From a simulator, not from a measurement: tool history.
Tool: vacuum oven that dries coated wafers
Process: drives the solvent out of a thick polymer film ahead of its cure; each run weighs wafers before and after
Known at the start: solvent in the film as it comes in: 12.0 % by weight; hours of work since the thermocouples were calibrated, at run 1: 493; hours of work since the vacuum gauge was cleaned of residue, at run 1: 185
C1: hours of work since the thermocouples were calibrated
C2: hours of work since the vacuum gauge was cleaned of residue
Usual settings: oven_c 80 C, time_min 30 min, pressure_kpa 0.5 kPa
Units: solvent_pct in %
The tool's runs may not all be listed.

{"run": 1, "hour": 0.0, "oven_c": 80, "time_min": 30, "pressure_kpa": 0.5, "C1": 493, "C2": 185, "solvent_pct": 1.49}
{"run": 2, "hour": 21.1, "oven_c": 80, "time_min": 30, "pressure_kpa": 1.971, "C1": 502, "C2": 195, "solvent_pct": 1.8}
{"run": 3, "hour": 44.4, "oven_c": 80, "time_min": 30, "pressure_kpa": 1.971, "C1": 513, "C2": 205, "solvent_pct": 1.78}
{"run": 4, "hour": 59.7, "oven_c": 80, "time_min": 30, "pressure_kpa": 1.971, "C1": 520, "C2": 212, "solvent_pct": 1.81}
{"run": 5, "hour": 88.9, "oven_c": 80, "time_min": 30, "pressure_kpa": 1.971, "C1": 533, "C2": 226, "solvent_pct": 1.87}
{"run": 6, "hour": 119.6, "oven_c": 80, "time_min": 30, "pressure_kpa": 1.971, "C1": 547, "C2": 240, "solvent_pct": 1.79}
{"run": 7, "hour": 134.6, "oven_c": 80, "time_min": 30, "pressure_kpa": 1.971, "C1": 554, "C2": 247, "solvent_pct": 1.81}
{"run": 8, "hour": 155.8, "oven_c": 80, "time_min": 30, "pressure_kpa": 1.971, "C1": 564, "C2": 257, "solvent_pct": 1.77}
{"run": 9, "hour": 170.6, "oven_c": 80, "time_min": 30, "pressure_kpa": 1.971, "C1": 571, "C2": 263, "solvent_pct": 1.79}
{"run": 10, "hour": 201.2, "oven_c": 80, "time_min": 30, "pressure_kpa": 1.971, "C1": 585, "C2": 277, "solvent_pct": 1.82}
{"run": 11, "hour": 218.9, "oven_c": 80, "time_min": 30, "pressure_kpa": 1.971, "C1": 593, "C2": 285, "solvent_pct": 1.79}
{"run": 12, "hour": 235.3, "oven_c": 80, "time_min": 30, "pressure_kpa": 1.971, "C1": 601, "C2": 293, "solvent_pct": 1.8}
{"run": 13, "hour": 255.9, "oven_c": 80, "time_min": 30, "pressure_kpa": 0.5, "C1": 610, "C2": 302, "solvent_pct": 1.55}
{"hour": 259.9, "done": "oven's thermocouples calibrated"}
{"run": 14, "hour": 274.3, "oven_c": 80, "time_min": 30, "pressure_kpa": 0.5, "C1": 7, "C2": 310, "solvent_pct": 1.57}
{"run": 15, "hour": 305.1, "oven_c": 80, "time_min": 30, "pressure_kpa": 1.625, "C1": 21, "C2": 324, "solvent_pct": 1.76}
{"run": 16, "hour": 332.0, "oven_c": 80, "time_min": 30, "pressure_kpa": 1.625, "C1": 33, "C2": 336, "solvent_pct": 1.74}
{"run": 17, "hour": 358.4, "oven_c": 80, "time_min": 30, "pressure_kpa": 1.625, "C1": 45, "C2": 349, "solvent_pct": 1.78}
{"run": 18, "hour": 383.1, "oven_c": 80, "time_min": 30, "pressure_kpa": 1.625, "C1": 57, "C2": 360, "solvent_pct": 1.78}
{"run": 19, "hour": 406.2, "oven_c": 80, "time_min": 30, "pressure_kpa": 0.5, "C1": 67, "C2": 370, "solvent_pct": 1.54}
{"run": 20, "hour": 423.8, "oven_c": 80, "time_min": 30, "pressure_kpa": 0.833, "C1": 75, "C2": 379, "solvent_pct": 1.61}
{"run": 21, "hour": 450.3, "oven_c": 80, "time_min": 30, "pressure_kpa": 0.5, "C1": 87, "C2": 391, "solvent_pct": 1.58}
{"hour": 455.5, "done": "oven's thermocouples calibrated, once more"}
{"run": 22, "hour": 467.9, "oven_c": 80, "time_min": 30, "pressure_kpa": 0.5, "C1": 6, "C2": 398, "solvent_pct": 1.49}
{"run": 23, "hour": 502.8, "oven_c": 80, "time_min": 30, "pressure_kpa": 0.5, "C1": 22, "C2": 414, "solvent_pct": 1.52}
{"run": 24, "hour": 534.2, "oven_c": 71, "time_min": 20, "pressure_kpa": 1.418, "C1": 36, "C2": 428, "solvent_pct": 4.79}
{"run": 25, "hour": 569.2, "oven_c": 71, "time_min": 20, "pressure_kpa": 1.418, "C1": 52, "C2": 444, "solvent_pct": 4.78}
{"run": 26, "hour": 597.0, "oven_c": 71, "time_min": 20, "pressure_kpa": 1.418, "C1": 65, "C2": 457, "solvent_pct": 4.78}
{"run": 27, "hour": 630.8, "oven_c": 93, "time_min": 30, "pressure_kpa": 0.468, "C1": 80, "C2": 473, "solvent_pct": 0.28}
{"run": 28, "hour": 652.5, "oven_c": 73, "time_min": 30, "pressure_kpa": 0.5, "C1": 90, "C2": 482, "solvent_pct": 2.78}
{"run": 29, "hour": 682.3, "oven_c": 80, "time_min": 21, "pressure_kpa": 0.5, "C1": 104, "C2": 496, "solvent_pct": 2.56}
{"run": 30, "hour": 713.1, "oven_c": 93, "time_min": 20, "pressure_kpa": 1.332, "C1": 118, "C2": 510, "solvent_pct": 0.87}
{"run": 31, "hour": 746.1, "oven_c": 93, "time_min": 20, "pressure_kpa": 1.332, "C1": 133, "C2": 525, "solvent_pct": 0.87}
{"run": 32, "hour": 777.2, "oven_c": 74, "time_min": 30, "pressure_kpa": 0.698, "C1": 148, "C2": 540, "solvent_pct": 2.67}
{"run": 33, "hour": 812.5, "oven_c": 86, "time_min": 30, "pressure_kpa": 1.002, "C1": 164, "C2": 556, "solvent_pct": 0.87}
{"run": 34, "hour": 842.9, "oven_c": 87, "time_min": 38, "pressure_kpa": 1.061, "C1": 178, "C2": 570, "solvent_pct": 0.49}
{"run": 35, "hour": 861.4, "oven_c": 87, "time_min": 30, "pressure_kpa": 0.546, "C1": 186, "C2": 578, "solvent_pct": 0.66}
{"run": 36, "hour": 878.7, "oven_c": 80, "time_min": 19, "pressure_kpa": 0.608, "C1": 194, "C2": 586, "solvent_pct": 2.97}
{"run": 37, "hour": 910.4, "oven_c": 80, "time_min": 19, "pressure_kpa": 0.608, "C1": 209, "C2": 601, "solvent_pct": 3.05}
{"run": 38, "hour": 929.1, "oven_c": 81, "time_min": 33, "pressure_kpa": 0.491, "C1": 217, "C2": 609, "solvent_pct": 1.14}
{"run": 39, "hour": 950.9, "oven_c": 81, "time_min": 33, "pressure_kpa": 0.333, "C1": 227, "C2": 619, "solvent_pct": 1.16}
{"run": 40, "hour": 966.3, "oven_c": 81, "time_min": 27, "pressure_kpa": 0.285, "C1": 234, "C2": 626, "solvent_pct": 1.64}
{"run": 41, "hour": 996.8, "oven_c": 80, "time_min": 48, "pressure_kpa": 0.5, "C1": 248, "C2": 640, "solvent_pct": 0.57}
{"run": 42, "hour": 1024.4, "oven_c": 89, "time_min": 35, "pressure_kpa": 1.112, "C1": 261, "C2": 653, "solvent_pct": 0.45}
{"run": 43, "hour": 1039.7, "oven_c": 89, "time_min": 35, "pressure_kpa": 1.112, "C1": 268, "C2": 660, "solvent_pct": 0.44}
{"run": 44, "hour": 1065.2, "oven_c": 83, "time_min": 35, "pressure_kpa": 0.781, "C1": 280, "C2": 672, "solvent_pct": 0.88}
{"run": 45, "hour": 1100.4, "oven_c": 78, "time_min": 30, "pressure_kpa": 0.496, "C1": 296, "C2": 688, "solvent_pct": 1.85}
{"run": 46, "hour": 1135.5, "oven_c": 80, "time_min": 36, "pressure_kpa": 0.788, "C1": 312, "C2": 704, "solvent_pct": 1.17}

Measured less the same run without the tool's hidden state. The same run-to-run variation is in both; the gauge's scatter may not be:
The hidden state here: true wafer temperature over the reading, C; true pressure over the reading, kPa; drift of the gauge itself on solvent_pct, %.
run=1 solvent_pct=+0.03
run=2 solvent_pct=+0.03
run=3 solvent_pct=+0.04
run=4 solvent_pct=+0.04
run=5 solvent_pct=+0.04
run=6 solvent_pct=+0.04
run=7 solvent_pct=+0.04
run=8 solvent_pct=+0.04
run=9 solvent_pct=+0.05
run=10 solvent_pct=+0.05
run=11 solvent_pct=+0.05
run=12 solvent_pct=+0.06
run=13 solvent_pct=+0.05
run=14 solvent_pct=+0.06
run=15 solvent_pct=+0.06
run=16 solvent_pct=+0.06
run=17 solvent_pct=+0.07
run=18 solvent_pct=+0.07
run=19 solvent_pct=+0.07
run=20 solvent_pct=+0.07
run=21 solvent_pct=+0.08
run=22 solvent_pct=+0.01
run=23 solvent_pct=+0
run=24 solvent_pct=+0.01
run=25 solvent_pct=+0.01
run=26 solvent_pct=+0.02
run=27 solvent_pct=+0.02
run=28 solvent_pct=+0.02
run=29 solvent_pct=+0.02
run=30 solvent_pct=+0.02
run=31 solvent_pct=+0.02
run=32 solvent_pct=+0.04
run=33 solvent_pct=+0.03
run=34 solvent_pct=+0.03
run=35 solvent_pct=+0.03
run=36 solvent_pct=+0.04
run=37 solvent_pct=+0.04
run=38 solvent_pct=+0.05
run=39 solvent_pct=+0.05
run=40 solvent_pct=+0.05
run=41 solvent_pct=+0.06
run=42 solvent_pct=+0.04
run=43 solvent_pct=+0.04
run=44 solvent_pct=+0.05
run=45 solvent_pct=+0.07
run=46 solvent_pct=+0.06
